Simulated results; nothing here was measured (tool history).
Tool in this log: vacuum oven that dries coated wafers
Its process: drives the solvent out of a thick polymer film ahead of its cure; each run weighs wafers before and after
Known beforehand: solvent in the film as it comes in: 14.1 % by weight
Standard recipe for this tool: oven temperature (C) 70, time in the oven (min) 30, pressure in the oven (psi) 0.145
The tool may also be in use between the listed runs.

run 1 hour=0.0 | oven_temperature_(C)=70 time_in_the_oven_(min)=30 pressure_in_the_oven_(psi)=0.145 | solvent_left_in_the_film_(%)=1.45
run 2 hour=10.5 | oven_temperature_(C)=70 time_in_the_oven_(min)=30 pressure_in_the_oven_(psi)=0.145 | solvent_left_in_the_film_(%)=1.44
run 3 hour=24.6 | oven_temperature_(C)=70 time_in_the_oven_(min)=30 pressure_in_the_oven_(psi)=0.145 | solvent_left_in_the_film_(%)=1.41
run 4 hour=31.4 | oven_temperature_(C)=70 time_in_the_oven_(min)=30 pressure_in_the_oven_(psi)=0.145 | solvent_left_in_the_film_(%)=1.41
run 5 hour=46.3 | oven_temperature_(C)=70 time_in_the_oven_(min)=30 pressure_in_the_oven_(psi)=0.110 | solvent_left_in_the_film_(%)=1.19
run 6 hour=54.5 | oven_temperature_(C)=70 time_in_the_oven_(min)=30 pressure_in_the_oven_(psi)=0.110 | solvent_left_in_the_film_(%)=1.21
run 7 hour=69.7 | oven_temperature_(C)=70 time_in_the_oven_(min)=30 pressure_in_the_oven_(psi)=0.160 | solvent_left_in_the_film_(%)=1.56
run 8 hour=79.7 | oven_temperature_(C)=70 time_in_the_oven_(min)=30 pressure_in_the_oven_(psi)=0.160 | solvent_left_in_the_film_(%)=1.52
run 9 hour=93.4 | oven_temperature_(C)=70 time_in_the_oven_(min)=30 pressure_in_the_oven_(psi)=0.145 | solvent_left_in_the_film_(%)=1.42
run 10 hour=108.0 | oven_temperature_(C)=70 time_in_the_oven_(min)=30 pressure_in_the_oven_(psi)=0.145 | solvent_left_in_the_film_(%)=1.46
run 11 hour=116.7 | oven_temperature_(C)=70 time_in_the_oven_(min)=30 pressure_in_the_oven_(psi)=0.145 | solvent_left_in_the_film_(%)=1.44
run 12 hour=127.5 | oven_temperature_(C)=70 time_in_the_oven_(min)=30 pressure_in_the_oven_(psi)=0.145 | solvent_left_in_the_film_(%)=1.44
run 13 hour=136.5 | oven_temperature_(C)=70 time_in_the_oven_(min)=24 pressure_in_the_oven_(psi)=0.145 | solvent_left_in_the_film_(%)=1.80
run 14 hour=144.5 | oven_temperature_(C)=62 time_in_the_oven_(min)=17 pressure_in_the_oven_(psi)=0.113 | solvent_left_in_the_film_(%)=3.97
run 15 hour=151.7 | oven_temperature_(C)=78 time_in_the_oven_(min)=41 pressure_in_the_oven_(psi)=0.115 | solvent_left_in_the_film_(%)=0.68
run 16 hour=166.6 | oven_temperature_(C)=73 time_in_the_oven_(min)=30 pressure_in_the_oven_(psi)=0.145 | solvent_left_in_the_film_(%)=1.15
run 17 hour=176.6 | oven_temperature_(C)=73 time_in_the_oven_(min)=30 pressure_in_the_oven_(psi)=0.145 | solvent_left_in_the_film_(%)=1.19

What will run 18 give?
run 18 hour=190.6 | oven_temperature_(C)=69 time_in_the_oven_(min)=29 pressure_in_the_oven_(psi)=0.131 | solvent_left_in_the_film_(%)=?

Run 18 gave solvent left in the film (%) 1.47.
If the tool had no hidden condition, the same run with the same run-to-run variation would have returned solvent left in the film (%) 1.47.
